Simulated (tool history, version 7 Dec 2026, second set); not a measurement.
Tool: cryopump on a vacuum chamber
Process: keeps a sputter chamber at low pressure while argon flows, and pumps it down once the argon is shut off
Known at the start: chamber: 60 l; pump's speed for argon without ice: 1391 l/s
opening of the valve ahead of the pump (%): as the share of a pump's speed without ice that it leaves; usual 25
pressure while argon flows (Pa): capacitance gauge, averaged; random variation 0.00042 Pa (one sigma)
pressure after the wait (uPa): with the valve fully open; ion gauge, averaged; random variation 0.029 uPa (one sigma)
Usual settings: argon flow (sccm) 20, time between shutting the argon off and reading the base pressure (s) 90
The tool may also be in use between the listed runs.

run   hour  argon flow (sccm)  time between shutting the argon off and reading the base pressure (s)  opening of the valve ahead of the pump (%)  pressure while argon flows (Pa)  pressure after the wait (uPa)
  1    0.0                 20                                                                     90                                          25                           0.0983                           1.79
  2   26.7                 20                                                                     90                                          25                           0.0984                           1.84
  3   59.2                 20                                                                     90                                          25                           0.0992                           1.86
  4   80.8                 20                                                                     90                                          25                           0.0991                           1.87
  5   99.9                 20                                                                     90                                          25                           0.0997                           1.89
  6  128.8                 20                                                                     90                                          25                           0.0999                           1.92
  7  164.4                 20                                                                     90                                          25                           0.0989                           1.94
  8  201.3                  9                                                                     90                                          25                           0.0450                           1.98
  9  236.1                  9                                                                     90                                          25                           0.0446                           1.93
 10  263.5                  9                                                                     90                                          25                           0.0448                           1.99
 11  302.0                 20                                                                     90                                          25                           0.0992                           2.04
 12  341.4                 11                                                                     95                                          46                           0.0306                           1.98
 13  368.6                 28                                                                     30                                          25                           0.1397                           4.39
 14  395.2                 28                                                                     30                                          25                           0.1397                           4.36
 15  416.2                 13                                                                     47                                          25                           0.0646                           3.26
 16  437.6                 30                                                                     31                                          25                           0.1509                           4.25
 17  475.8                 37                                                                    106                                          35                           0.1345                           1.89
 18  517.4                 37                                                                    106                                          35                           0.1341                           1.91
 19  543.6                 37                                                                    263                                          38                           0.1249                           1.33
 20  584.0                 20                                                                     73                                          58                           0.0451                           2.44
 21  601.3                 20                                                                    131                                          60                           0.0440                           1.81
 22  642.6                 20                                                                     94                                          25                           0.1016                           2.10

Measured less the same run without the tool's hidden state. The same run-to-run variation is in both; the gauge's scatter may not be:
The hidden state here: pump's speed, % of a pump's without ice; cold plate's temperature, K; leak into the chamber, uPa l/s; drift of the gauge itself on working_pa, %; drift of the gauge itself on base_upa, %.
run  pressure while argon flows (Pa)  pressure after the wait (uPa)
  1                          +0.0014                          +0.44
  2                          +0.0015                          +0.45
  3                          +0.0016                          +0.47
  4                          +0.0016                          +0.47
  5                          +0.0017                          +0.48
  6                          +0.0018                          +0.51
  7                          +0.0019                          +0.52
  8                          +0.0010                          +0.53
  9                          +0.0010                          +0.55
 10                          +0.0011                          +0.57
 11                          +0.0024                          +0.60
 12                          +0.0014                          +0.60
 13                          +0.0037                          +0.61
 14                          +0.0038                          +0.62
 15                          +0.0018                          +0.67
 16                          +0.0044                          +0.64
 17                          +0.0056                          +0.68
 18                          +0.0059                          +0.68
 19                          +0.0061                          +0.71
 20                          +0.0035                          +0.73
 21                          +0.0035                          +0.76
 22                          +0.0037                          +0.76
